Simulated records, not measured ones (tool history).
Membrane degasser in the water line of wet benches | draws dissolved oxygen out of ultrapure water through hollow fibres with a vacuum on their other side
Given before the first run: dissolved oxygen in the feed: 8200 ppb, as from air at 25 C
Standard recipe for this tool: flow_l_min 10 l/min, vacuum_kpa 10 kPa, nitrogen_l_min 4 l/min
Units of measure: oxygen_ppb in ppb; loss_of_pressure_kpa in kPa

run 1 hour=0 | flow_l_min=10 vacuum_kpa=10 nitrogen_l_min=4 | oxygen_ppb=49.3 loss_of_pressure_kpa=54.45
run 2 hour=56.7 | flow_l_min=10 vacuum_kpa=10 nitrogen_l_min=4 | oxygen_ppb=48.8 loss_of_pressure_kpa=54.31
run 3 hour=153 | flow_l_min=10 vacuum_kpa=10 nitrogen_l_min=4 | oxygen_ppb=49.9 loss_of_pressure_kpa=54.1
run 4 hour=237.8 | flow_l_min=10 vacuum_kpa=10 nitrogen_l_min=4 | oxygen_ppb=49.2 loss_of_pressure_kpa=54.22
run 5 hour=333.5 | flow_l_min=11 vacuum_kpa=10 nitrogen_l_min=4 | oxygen_ppb=57.4 loss_of_pressure_kpa=59.76
run 6 hour=409.3 | flow_l_min=11 vacuum_kpa=6.2 nitrogen_l_min=4 | oxygen_ppb=31.2 loss_of_pressure_kpa=59.73
run 7 hour=514.8 | flow_l_min=11 vacuum_kpa=6.2 nitrogen_l_min=4 | oxygen_ppb=31 loss_of_pressure_kpa=59.74
run 8 hour=564.2 | flow_l_min=10 vacuum_kpa=10 nitrogen_l_min=4 | oxygen_ppb=49.1 loss_of_pressure_kpa=54.19
run 9 hour=651 | flow_l_min=10 vacuum_kpa=10 nitrogen_l_min=4 | oxygen_ppb=49.2 loss_of_pressure_kpa=54.26
run 10 hour=707.7 | flow_l_min=10 vacuum_kpa=10 nitrogen_l_min=4 | oxygen_ppb=49.5 loss_of_pressure_kpa=54.23
run 11 hour=808.5 | flow_l_min=10 vacuum_kpa=10 nitrogen_l_min=4 | oxygen_ppb=49.5 loss_of_pressure_kpa=54.38
run 12 hour=917.8 | flow_l_min=10 vacuum_kpa=10 nitrogen_l_min=4 | oxygen_ppb=49.5 loss_of_pressure_kpa=54.33
run 13 hour=1008.7 | flow_l_min=10 vacuum_kpa=10 nitrogen_l_min=4 | oxygen_ppb=49.6 loss_of_pressure_kpa=54.3
run 14 hour=1052.6 | flow_l_min=10 vacuum_kpa=10 nitrogen_l_min=4 | oxygen_ppb=49.7 loss_of_pressure_kpa=54.09
run 15 hour=1135.9 | flow_l_min=10 vacuum_kpa=10 nitrogen_l_min=6.21 | oxygen_ppb=34.5 loss_of_pressure_kpa=54.33
run 16 hour=1181.1 | flow_l_min=8 vacuum_kpa=10.4 nitrogen_l_min=11.51 | oxygen_ppb=15.1 loss_of_pressure_kpa=43.41
run 17 hour=1276.2 | flow_l_min=8 vacuum_kpa=10.4 nitrogen_l_min=11.51 | oxygen_ppb=15.1 loss_of_pressure_kpa=43.48
run 18 hour=1343.9 | flow_l_min=11 vacuum_kpa=6.6 nitrogen_l_min=11.51 | oxygen_ppb=19.2 loss_of_pressure_kpa=59.76
run 19 hour=1412.5 | flow_l_min=8 vacuum_kpa=10 nitrogen_l_min=4 | oxygen_ppb=36.8 loss_of_pressure_kpa=43.5
run 20 hour=1517.2 | flow_l_min=10 vacuum_kpa=23.3 nitrogen_l_min=4 | oxygen_ppb=131 loss_of_pressure_kpa=54.35
run 21 hour=1580.3 | flow_l_min=10 vacuum_kpa=8.5 nitrogen_l_min=7.67 | oxygen_ppb=24.8 loss_of_pressure_kpa=54.33
run 22 hour=1678.2 | flow_l_min=12 vacuum_kpa=22.1 nitrogen_l_min=6.6 | oxygen_ppb=99.2 loss_of_pressure_kpa=65.14
run 23 hour=1763.3 | flow_l_min=12 vacuum_kpa=22.1 nitrogen_l_min=2.63 | oxygen_ppb=219.4 loss_of_pressure_kpa=65.34
run 24 hour=1864.1 | flow_l_min=12 vacuum_kpa=22.1 nitrogen_l_min=3.31 | oxygen_ppb=181.5 loss_of_pressure_kpa=65.26
run 25 hour=1946 | flow_l_min=14 vacuum_kpa=13.7 nitrogen_l_min=2.76 | oxygen_ppb=152.9 loss_of_pressure_kpa=76.27
run 26 hour=2010.4 | flow_l_min=10 vacuum_kpa=7.5 nitrogen_l_min=4 | oxygen_ppb=33.8 loss_of_pressure_kpa=54.35
-- hour=2061.9 vacuum gauge calibrated
run 27 hour=2062 | flow_l_min=15 vacuum_kpa=7.5 nitrogen_l_min=4.36 | oxygen_ppb=68.9 loss_of_pressure_kpa=81.41
run 28 hour=2146.3 | flow_l_min=10 vacuum_kpa=23.2 nitrogen_l_min=4 | oxygen_ppb=129.9 loss_of_pressure_kpa=54.2
run 29 hour=2203.1 | flow_l_min=7 vacuum_kpa=20.3 nitrogen_l_min=2.91 | oxygen_ppb=103.5 loss_of_pressure_kpa=38.21
run 30 hour=2310.3 | flow_l_min=7 vacuum_kpa=20.3 nitrogen_l_min=2.91 | oxygen_ppb=103.4 loss_of_pressure_kpa=38.01

Forecast each of these 3 alternatives for the next run:
run A hour=2399.4 | flow_l_min=10 vacuum_kpa=20.3 nitrogen_l_min=1.78 | oxygen_ppb=? loss_of_pressure_kpa=?
run B hour=2399.4 | flow_l_min=15 vacuum_kpa=13 nitrogen_l_min=4.15 | oxygen_ppb=? loss_of_pressure_kpa=?
run C hour=2399.4 | flow_l_min=7 vacuum_kpa=17.5 nitrogen_l_min=5.66 | oxygen_ppb=? loss_of_pressure_kpa=?

run=A oxygen_ppb=235 loss_of_pressure_kpa=54.3
run=B oxygen_ppb=119.1 loss_of_pressure_kpa=81.62
run=C oxygen_ppb=45.4 loss_of_pressure_kpa=38.01
Take away the tool's hidden state, keep each run's random variation, and the runs would have read:
run=A oxygen_ppb=234.5 loss_of_pressure_kpa=54.29
run=B oxygen_ppb=118.9 loss_of_pressure_kpa=81.6
run=C oxygen_ppb=45.2 loss_of_pressure_kpa=38
